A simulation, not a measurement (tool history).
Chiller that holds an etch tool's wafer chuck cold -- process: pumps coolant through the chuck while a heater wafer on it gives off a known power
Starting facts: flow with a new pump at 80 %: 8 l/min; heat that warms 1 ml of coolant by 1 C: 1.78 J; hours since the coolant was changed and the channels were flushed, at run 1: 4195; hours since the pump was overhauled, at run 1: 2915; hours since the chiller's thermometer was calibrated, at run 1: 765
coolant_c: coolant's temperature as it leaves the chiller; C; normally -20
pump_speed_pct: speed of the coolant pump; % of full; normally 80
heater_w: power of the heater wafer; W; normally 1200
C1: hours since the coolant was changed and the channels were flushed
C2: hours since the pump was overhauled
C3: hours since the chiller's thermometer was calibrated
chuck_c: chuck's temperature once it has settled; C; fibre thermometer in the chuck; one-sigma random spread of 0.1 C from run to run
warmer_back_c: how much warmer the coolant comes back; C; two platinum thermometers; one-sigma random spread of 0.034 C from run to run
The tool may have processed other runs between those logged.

{"run": 1, "hour": 0.0, "coolant_c": -20, "pump_speed_pct": 80, "heater_w": 1200, "C1": 4195, "C2": 2915, "C3": 765, "chuck_c": -5.1, "warmer_back_c": 5.05}
{"run": 2, "hour": 83.9, "coolant_c": -20, "pump_speed_pct": 89, "heater_w": 1200, "C1": 4279, "C2": 2999, "C3": 849, "chuck_c": -6.5, "warmer_back_c": 4.51}
{"run": 3, "hour": 170.0, "coolant_c": -20, "pump_speed_pct": 89, "heater_w": 1200, "C1": 4365, "C2": 3085, "C3": 935, "chuck_c": -6.5, "warmer_back_c": 4.6}
{"run": 4, "hour": 259.1, "coolant_c": -20, "pump_speed_pct": 89, "heater_w": 1200, "C1": 4454, "C2": 3174, "C3": 1024, "chuck_c": -6.7, "warmer_back_c": 4.58}
{"run": 5, "hour": 316.6, "coolant_c": -20, "pump_speed_pct": 89, "heater_w": 1200, "C1": 4511, "C2": 3232, "C3": 1081, "chuck_c": -6.5, "warmer_back_c": 4.49}
{"run": 6, "hour": 364.3, "coolant_c": -20, "pump_speed_pct": 89, "heater_w": 1200, "C1": 4559, "C2": 3279, "C3": 1129, "chuck_c": -6.4, "warmer_back_c": 4.59}
{"run": 7, "hour": 477.0, "coolant_c": -20, "pump_speed_pct": 89, "heater_w": 1200, "C1": 4672, "C2": 3392, "C3": 1242, "chuck_c": -6.3, "warmer_back_c": 4.51}
{"run": 8, "hour": 545.0, "coolant_c": -20, "pump_speed_pct": 89, "heater_w": 1200, "C1": 4740, "C2": 3460, "C3": 1310, "chuck_c": -6.6, "warmer_back_c": 4.56}
{"run": 9, "hour": 598.5, "coolant_c": -20, "pump_speed_pct": 89, "heater_w": 1200, "C1": 4793, "C2": 3514, "C3": 1363, "chuck_c": -6.6, "warmer_back_c": 4.54}
{"run": 10, "hour": 645.7, "coolant_c": -20, "pump_speed_pct": 62, "heater_w": 1200, "C1": 4840, "C2": 3561, "C3": 1410, "chuck_c": -1.2, "warmer_back_c": 6.64}
{"run": 11, "hour": 734.0, "coolant_c": -20, "pump_speed_pct": 62, "heater_w": 1200, "C1": 4929, "C2": 3649, "C3": 1499, "chuck_c": -1.3, "warmer_back_c": 6.6}
{"run": 12, "hour": 850.5, "coolant_c": -20, "pump_speed_pct": 80, "heater_w": 1200, "C1": 5045, "C2": 3766, "C3": 1615, "chuck_c": -4.9, "warmer_back_c": 5.06}
{"run": 13, "hour": 939.6, "coolant_c": -20, "pump_speed_pct": 80, "heater_w": 877, "C1": 5134, "C2": 3855, "C3": 1704, "chuck_c": -8.9, "warmer_back_c": 3.67}
{"run": 14, "hour": 1006.6, "coolant_c": -20, "pump_speed_pct": 80, "heater_w": 877, "C1": 5201, "C2": 3922, "C3": 1771, "chuck_c": -9.1, "warmer_back_c": 3.7}
{"run": 15, "hour": 1064.4, "coolant_c": -12, "pump_speed_pct": 80, "heater_w": 1200, "C1": 5259, "C2": 3979, "C3": 1829, "chuck_c": 2.8, "warmer_back_c": 5.04}
{"run": 16, "hour": 1119.1, "coolant_c": -20, "pump_speed_pct": 80, "heater_w": 1200, "C1": 5314, "C2": 4034, "C3": 1884, "chuck_c": -5.1, "warmer_back_c": 5.07}
{"run": 17, "hour": 1166.7, "coolant_c": -20, "pump_speed_pct": 80, "heater_w": 1070, "C1": 5361, "C2": 4082, "C3": 1931, "chuck_c": -6.7, "warmer_back_c": 4.52}
{"run": 18, "hour": 1245.4, "coolant_c": -22, "pump_speed_pct": 80, "heater_w": 1176, "C1": 5440, "C2": 4160, "C3": 2010, "chuck_c": -7.4, "warmer_back_c": 4.93}
{"run": 19, "hour": 1332.2, "coolant_c": -22, "pump_speed_pct": 80, "heater_w": 1176, "C1": 5527, "C2": 4247, "C3": 2097, "chuck_c": -7.3, "warmer_back_c": 4.91}
{"run": 20, "hour": 1379.9, "coolant_c": -22, "pump_speed_pct": 80, "heater_w": 1176, "C1": 5575, "C2": 4295, "C3": 2145, "chuck_c": -7.3, "warmer_back_c": 4.91}
{"run": 21, "hour": 1434.9, "coolant_c": -16, "pump_speed_pct": 71, "heater_w": 1128, "C1": 5630, "C2": 4350, "C3": 2200, "chuck_c": -0.4, "warmer_back_c": 5.43}
{"run": 22, "hour": 1498.2, "coolant_c": -16, "pump_speed_pct": 71, "heater_w": 1128, "C1": 5693, "C2": 4413, "C3": 2263, "chuck_c": -0.2, "warmer_back_c": 5.4}
{"run": 23, "hour": 1560.6, "coolant_c": -16, "pump_speed_pct": 71, "heater_w": 1128, "C1": 5755, "C2": 4476, "C3": 2325, "chuck_c": -0.4, "warmer_back_c": 5.38}
{"run": 24, "hour": 1646.2, "coolant_c": -26, "pump_speed_pct": 71, "heater_w": 663, "C1": 5841, "C2": 4561, "C3": 2411, "chuck_c": -16.8, "warmer_back_c": 3.18}
{"run": 25, "hour": 1739.0, "coolant_c": -26, "pump_speed_pct": 90, "heater_w": 974, "C1": 5934, "C2": 4654, "C3": 2504, "chuck_c": -15.2, "warmer_back_c": 3.64}
{"run": 26, "hour": 1793.5, "coolant_c": -28, "pump_speed_pct": 90, "heater_w": 639, "C1": 5988, "C2": 4709, "C3": 2558, "chuck_c": -21, "warmer_back_c": 2.38}
{"run": 27, "hour": 1902.1, "coolant_c": -15, "pump_speed_pct": 80, "heater_w": 1200, "C1": 6097, "C2": 4817, "C3": 2667, "chuck_c": 0, "warmer_back_c": 5.07}
{"run": 28, "hour": 1954.4, "coolant_c": -10, "pump_speed_pct": 93, "heater_w": 939, "C1": 6149, "C2": 4869, "C3": 2719, "chuck_c": 0.2, "warmer_back_c": 3.4}
{"run": 29, "hour": 2065.0, "coolant_c": -20, "pump_speed_pct": 80, "heater_w": 1644, "C1": 6260, "C2": 4980, "C3": 2830, "chuck_c": 0.4, "warmer_back_c": 6.94}
{"run": 30, "hour": 2151.0, "coolant_c": -15, "pump_speed_pct": 84, "heater_w": 1200, "C1": 6346, "C2": 5066, "C3": 2916, "chuck_c": -0.7, "warmer_back_c": 4.83}
{"hour": 2169.5, "done": "coolant changed, channels flushed"}
{"run": 31, "hour": 2267.1, "coolant_c": -15, "pump_speed_pct": 84, "heater_w": 1200, "C1": 98, "C2": 5176, "C3": 3026, "chuck_c": -0.7, "warmer_back_c": 4.75}
{"run": 32, "hour": 2320.1, "coolant_c": -15, "pump_speed_pct": 65, "heater_w": 1400, "C1": 151, "C2": 5229, "C3": 3079, "chuck_c": 5.9, "warmer_back_c": 7.36}

Here are 4 independent what-if runs from the current tool condition. What would each one return?
{"hour": 2418.9, "done": "chiller's thermometer calibrated"}
{"run": "A", "hour": 2420.6, "coolant_c": -20, "pump_speed_pct": 62, "heater_w": 629, "C1": 250, "C2": 5329, "C3": 2, "chuck_c": "?", "warmer_back_c": "?"}
{"hour": 2418.9, "done": "chiller's thermometer calibrated"}
{"run": "B", "hour": 2420.6, "coolant_c": -20, "pump_speed_pct": 69, "heater_w": 1014, "C1": 250, "C2": 5329, "C3": 2, "chuck_c": "?", "warmer_back_c": "?"}
{"hour": 2418.9, "done": "chiller's thermometer calibrated"}
{"run": "C", "hour": 2420.6, "coolant_c": -21, "pump_speed_pct": 65, "heater_w": 779, "C1": 250, "C2": 5329, "C3": 2, "chuck_c": "?", "warmer_back_c": "?"}
{"hour": 2418.9, "done": "chiller's thermometer calibrated"}
{"run": "D", "hour": 2420.6, "coolant_c": -19, "pump_speed_pct": 96, "heater_w": 607, "C1": 250, "C2": 5329, "C3": 2, "chuck_c": "?", "warmer_back_c": "?"}

run=A chuck_c=-10.3 warmer_back_c=3.49
run=B chuck_c=-5.7 warmer_back_c=5
run=C chuck_c=-9.6 warmer_back_c=4.08
run=D chuck_c=-12.7 warmer_back_c=2.09
Without the tool's unlogged condition, the same runs would have read:
run=A chuck_c=-10.3 warmer_back_c=3.49
run=B chuck_c=-5.7 warmer_back_c=5
run=C chuck_c=-9.6 warmer_back_c=4.08
run=D chuck_c=-12.7 warmer_back_c=2.09
